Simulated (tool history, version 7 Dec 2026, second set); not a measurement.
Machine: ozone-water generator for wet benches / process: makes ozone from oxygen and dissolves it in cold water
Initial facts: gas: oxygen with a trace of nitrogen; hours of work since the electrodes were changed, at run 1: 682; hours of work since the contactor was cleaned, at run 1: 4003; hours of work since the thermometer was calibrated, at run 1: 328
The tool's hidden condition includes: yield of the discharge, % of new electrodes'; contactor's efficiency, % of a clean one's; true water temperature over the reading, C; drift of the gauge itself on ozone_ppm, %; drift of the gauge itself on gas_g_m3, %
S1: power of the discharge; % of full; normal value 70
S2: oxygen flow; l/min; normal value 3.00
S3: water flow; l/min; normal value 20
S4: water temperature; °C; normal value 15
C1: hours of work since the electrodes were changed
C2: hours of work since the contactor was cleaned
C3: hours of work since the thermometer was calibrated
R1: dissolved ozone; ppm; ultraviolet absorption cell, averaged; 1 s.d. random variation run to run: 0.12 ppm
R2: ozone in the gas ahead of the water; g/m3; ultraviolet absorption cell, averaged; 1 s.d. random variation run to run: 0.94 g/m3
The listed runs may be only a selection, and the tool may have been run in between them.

run   hour  S1    S2  S3  S4   C1    C2   C3    R1     R2
  1    0.0  70  3.00  20  15  682  4003  328   9.7  155.5
  2   27.5  70  3.00  20  15  703  4024  349   9.7  154.7
  3   42.8  70  3.00  20  15  715  4035  361   9.6  157.6
  4   57.7  70  3.75  20  15  726  4047  372  10.1  142.2
  5   80.3  70  3.75  20  15  743  4064  389  10.2  140.8
  6  106.3  70  3.75  20  15  763  4083  409  10.2  141.0
  7  127.0  68  3.00  20  15  779  4099  425   9.4  152.5
  8  149.8  68  3.00  20  15  796  4117  442   9.4  152.0
  9  163.8  68  3.00  20  15  807  4127  452   9.4  151.4
 10  192.4  68  3.00  20  15  828  4149  474   9.5  150.2
 11  211.4  65  3.00  18  15  843  4163  489  10.0  146.4
 12  238.5  68  2.49  23   9  863  4184  509   7.8  165.6
 13  262.8  70  3.00  20  18  882  4202  528   9.2  156.8
 14  287.4  70  2.00  20   9  900  4221  546   8.8  187.5
 15  309.9  65  1.72  13  15  918  4238  563  12.2  186.3

Each row is a separate what-if for the run after 15, all from the same tool condition, not one after another. Results?
  A  330.7  70  3.00  30  14  933  4254  579   ?   ?
  B  330.7  70  4.07  20  15  933  4254  579   ?   ?
  C  330.7  70  1.87  20  15  933  4254  579   ?   ?
  D  330.7  65  4.02  23  22  933  4254  579   ?   ?

run    R1     R2
  A   6.3  154.3
  B  10.2  134.2
  C   8.5  191.7
  D   7.5  129.8
The same runs, with their run-to-run variation unchanged, on a tool lacking any hidden condition would have given:
run    R1     R2
  A   7.0  159.1
  B  11.2  138.4
  C   9.3  197.6
  D   8.3  133.6
